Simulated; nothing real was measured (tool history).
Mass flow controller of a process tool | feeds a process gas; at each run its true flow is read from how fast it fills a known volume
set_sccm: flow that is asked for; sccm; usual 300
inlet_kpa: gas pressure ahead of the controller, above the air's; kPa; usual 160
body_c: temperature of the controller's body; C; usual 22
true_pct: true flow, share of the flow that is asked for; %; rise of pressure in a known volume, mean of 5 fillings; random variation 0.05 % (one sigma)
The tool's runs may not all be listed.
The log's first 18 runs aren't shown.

run      day  set_sccm  inlet_kpa  body_c  true_pct
 19   90.438       300        160      22     98.11
 20   97.496       300        160      22     98.12
 21  104.858       300        160      22     98.22
 22  111.438       300        160      22     98.02
 23  117.196       300        160      33     98.96
 24  120.888       456        160      22      98.5
 25  125.108       984        150      33    100.43
 26  129.546       224        179      33     98.77
 27  134.783       751        254      40    100.61
 28  140.242       751        169      22     99.15
 29  147.483       300        272      22      98.4
 30   152.45       396        160      25     98.56
 31  157.088       499        160      25     98.79
 32  163.171       300        187      33     99.04
 33  167.929       300        187      33     99.03
 34  171.604       811        187      34    100.17
 35  176.033       356        241      21     98.26
 36  180.375       114        241      21     97.83

Forecast run 37:
 37  184.708       535        257      35         ?

Run 37 gave true_pct 99.84 %.
Without the tool's hidden state the same run would have given true_pct 99.84 %.
